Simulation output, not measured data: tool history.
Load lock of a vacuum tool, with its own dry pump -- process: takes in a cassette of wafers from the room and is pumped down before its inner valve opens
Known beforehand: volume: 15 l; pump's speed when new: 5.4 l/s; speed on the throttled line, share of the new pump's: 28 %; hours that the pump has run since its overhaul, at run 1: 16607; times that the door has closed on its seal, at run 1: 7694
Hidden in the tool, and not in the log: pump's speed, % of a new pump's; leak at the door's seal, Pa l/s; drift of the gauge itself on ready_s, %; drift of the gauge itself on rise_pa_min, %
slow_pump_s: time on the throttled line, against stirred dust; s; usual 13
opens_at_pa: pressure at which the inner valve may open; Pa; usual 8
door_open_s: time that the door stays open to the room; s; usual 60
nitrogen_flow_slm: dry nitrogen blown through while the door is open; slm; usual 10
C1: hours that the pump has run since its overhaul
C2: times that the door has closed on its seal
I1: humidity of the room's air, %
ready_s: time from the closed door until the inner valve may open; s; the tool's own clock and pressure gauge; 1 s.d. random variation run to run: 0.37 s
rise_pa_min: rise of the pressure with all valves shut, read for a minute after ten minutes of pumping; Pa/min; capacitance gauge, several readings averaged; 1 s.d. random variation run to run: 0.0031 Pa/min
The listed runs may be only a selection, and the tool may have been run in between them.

Run 1, hour 0: usual settings; C1 16607; C2 7694; I1 45.5. Result: ready_s 35.6 s, rise_pa_min 0.07 Pa/min.
Run 2, hour 254.8: usual settings; C1 16862; C2 8465; I1 45.3. Result: ready_s 35.7 s, rise_pa_min 0.068 Pa/min.
Run 3, hour 776.6: usual settings; C1 17383; C2 10042; I1 44.5. Result: ready_s 35.8 s, rise_pa_min 0.065 Pa/min.
Run 4, hour 1237.9: usual settings; C1 17845; C2 11437; I1 48.8. Result: ready_s 36.1 s, rise_pa_min 0.071 Pa/min.
Run 5, hour 1685.4: usual settings; C1 18292; C2 12789; I1 47.1. Result: ready_s 35.4 s, rise_pa_min 0.069 Pa/min.
Run 6, hour 2034.9: usual settings; C1 18642; C2 13846; I1 44.1. Result: ready_s 36 s, rise_pa_min 0.066 Pa/min.
Run 7, hour 2280: usual settings; C1 18887; C2 14587; I1 44.4. Result: ready_s 35.7 s, rise_pa_min 0.064 Pa/min.
Run 8, hour 2721.8: usual settings; C1 19329; C2 15922; I1 42.7. Result: ready_s 35.1 s, rise_pa_min 0.066 Pa/min.
Run 9, hour 3224.9: usual settings; C1 19832; C2 17443; I1 45.9. Result: ready_s 35.8 s, rise_pa_min 0.064 Pa/min.
Run 10, hour 3733.7: usual settings; C1 20341; C2 18981; I1 45.1. Result: ready_s 35.9 s, rise_pa_min 0.064 Pa/min.
Run 11, hour 4111.6: usual settings; C1 20718; C2 20123; I1 48.2. Result: ready_s 35.3 s, rise_pa_min 0.067 Pa/min.
Run 12, hour 4468.2: usual settings but slow_pump_s 12 s; C1 21075; C2 21201; I1 49.4. Result: ready_s 34.4 s, rise_pa_min 0.075 Pa/min.
Run 13, hour 4991.9: usual settings but slow_pump_s 12 s, opens_at_pa 9 Pa; C1 21599; C2 22784; I1 46. Result: ready_s 34.5 s, rise_pa_min 0.068 Pa/min.
At hour 5134: door's seal changed, seat wiped.
Run 14, hour 5463.5: usual settings but slow_pump_s 12 s, opens_at_pa 9 Pa; C1 22069; C2 996; I1 46.5. Result: ready_s 34.8 s, rise_pa_min 0.067 Pa/min.
Run 15, hour 5943.5: usual settings but slow_pump_s 12 s, opens_at_pa 9 Pa; C1 22549; C2 2447; I1 48.6. Result: ready_s 35.1 s, rise_pa_min 0.072 Pa/min.
Run 16, hour 6348.3: usual settings; C1 22954; C2 3671; I1 43.5. Result: ready_s 35.6 s, rise_pa_min 0.062 Pa/min.
Run 17, hour 6757.4: usual settings; C1 23363; C2 4908; I1 46.7. Result: ready_s 35.2 s, rise_pa_min 0.07 Pa/min.
At hour 6935: dry pump taken out, an overhauled one fitted.
Run 18, hour 7009.6: usual settings; C1 75; C2 5652; I1 41.8. Result: ready_s 36.1 s, rise_pa_min 0.064 Pa/min.
Run 19, hour 7362.7: usual settings but door_open_s 137 s; C1 428; C2 6719; I1 43.9. Result: ready_s 35.6 s, rise_pa_min 0.101 Pa/min.
Run 20, hour 7838: usual settings but slow_pump_s 12 s, opens_at_pa 11 Pa, door_open_s 95 s, nitrogen_flow_slm 11 slm; C1 903; C2 8156; I1 47.3. Result: ready_s 34.5 s, rise_pa_min 0.081 Pa/min.
Run 21, hour 8111.9: usual settings but slow_pump_s 12 s, opens_at_pa 11 Pa, door_open_s 95 s, nitrogen_flow_slm 11 slm; C1 1177; C2 8984; I1 46.1. Result: ready_s 33.5 s, rise_pa_min 0.084 Pa/min.
Run 22, hour 8628.3: usual settings but slow_pump_s 7 s, opens_at_pa 14 Pa, door_open_s 95 s, nitrogen_flow_slm 11 slm; C1 1693; C2 10545; I1 47.4. Result: ready_s 30 s, rise_pa_min 0.085 Pa/min.
Run 23, hour 9174.7: usual settings but slow_pump_s 12 s, door_open_s 164 s; C1 2240; C2 12197; I1 45.1. Result: ready_s 34.8 s, rise_pa_min 0.103 Pa/min.
Run 24, hour 9436.6: usual settings but slow_pump_s 16 s, opens_at_pa 13 Pa, door_open_s 221 s; C1 2502; C2 12989; I1 47.8. Result: ready_s 35.7 s, rise_pa_min 0.132 Pa/min.
Run 25, hour 9855.4: usual settings but slow_pump_s 16 s, opens_at_pa 13 Pa, door_open_s 221 s; C1 2920; C2 14255; I1 46.3. Result: ready_s 37.3 s, rise_pa_min 0.137 Pa/min.
Run 26, hour 10348.1: usual settings but slow_pump_s 8 s, door_open_s 47 s, nitrogen_flow_slm 19 slm; C1 3413; C2 15744; I1 44.2. Result: ready_s 31.6 s, rise_pa_min 0.054 Pa/min.
Run 27, hour 10647.8: usual settings but slow_pump_s 8 s, door_open_s 47 s, nitrogen_flow_slm 19 slm; C1 3713; C2 16650; I1 44.5. Result: ready_s 31.4 s, rise_pa_min 0.047 Pa/min.
Run 28, hour 11156.7: usual settings but slow_pump_s 16 s; C1 4222; C2 18188; I1 48. Result: ready_s 38.4 s, rise_pa_min 0.072 Pa/min.
Run 29, hour 11550.7: usual settings but opens_at_pa 9 Pa; C1 4616; C2 19379; I1 46.2. Result: ready_s 35.3 s, rise_pa_min 0.073 Pa/min.
Run 30, hour 11833: usual settings but slow_pump_s 14 s; C1 4898; C2 20233; I1 42.9. Result: ready_s 36.7 s, rise_pa_min 0.069 Pa/min.
Run 31, hour 12225: usual settings but slow_pump_s 11 s, opens_at_pa 11 Pa, door_open_s 139 s, nitrogen_flow_slm 13 slm; C1 5290; C2 21417; I1 46.3. Result: ready_s 33.8 s, rise_pa_min 0.096 Pa/min.
Run 32, hour 12492.6: usual settings but slow_pump_s 9 s, opens_at_pa 16 Pa, door_open_s 206 s, nitrogen_flow_slm 18 slm; C1 5558; C2 22226; I1 46.9. Result: ready_s 31.5 s, rise_pa_min 0.1 Pa/min.
At hour 12809.6: door's seal changed, seat wiped.
Run 33, hour 12845.4: usual settings but slow_pump_s 24 s, opens_at_pa 11 Pa, door_open_s 206 s, nitrogen_flow_slm 8 slm; C1 5909; C2 108; I1 42.1. Result: ready_s 42.8 s, rise_pa_min 0.12 Pa/min.
Run 34, hour 13108.7: usual settings but slow_pump_s 14 s, opens_at_pa 6 Pa, door_open_s 206 s, nitrogen_flow_slm 8 slm; C1 6172; C2 904; I1 44.1. Result: ready_s 36.9 s, rise_pa_min 0.133 Pa/min.
Run 35, hour 13689.1: usual settings but slow_pump_s 14 s, opens_at_pa 6 Pa, door_open_s 206 s, nitrogen_flow_slm 8 slm; C1 6753; C2 2659; I1 44.3. Result: ready_s 36.6 s, rise_pa_min 0.125 Pa/min.
Run 36, hour 14235.6: usual settings but slow_pump_s 11 s, opens_at_pa 10 Pa; C1 7299; C2 4311; I1 45.7. Result: ready_s 33.6 s, rise_pa_min 0.062 Pa/min.

What differs in the tool's unlogged condition from the final listed run ahead of each entry between runs to the first listed run following it?
From run 13 to run 14: door's seal changed, seat wiped (hour 5134)
  leak at the door's seal, Pa l/s: 0.0024 -> 0.002
From run 17 to run 18: dry pump taken out, an overhauled one fitted (hour 6935)
  pump's speed, % of a new pump's: 99.9 -> 100
From run 32 to run 33: door's seal changed, seat wiped (hour 12809.6)
  leak at the door's seal, Pa l/s: 0.0023 -> 0.002

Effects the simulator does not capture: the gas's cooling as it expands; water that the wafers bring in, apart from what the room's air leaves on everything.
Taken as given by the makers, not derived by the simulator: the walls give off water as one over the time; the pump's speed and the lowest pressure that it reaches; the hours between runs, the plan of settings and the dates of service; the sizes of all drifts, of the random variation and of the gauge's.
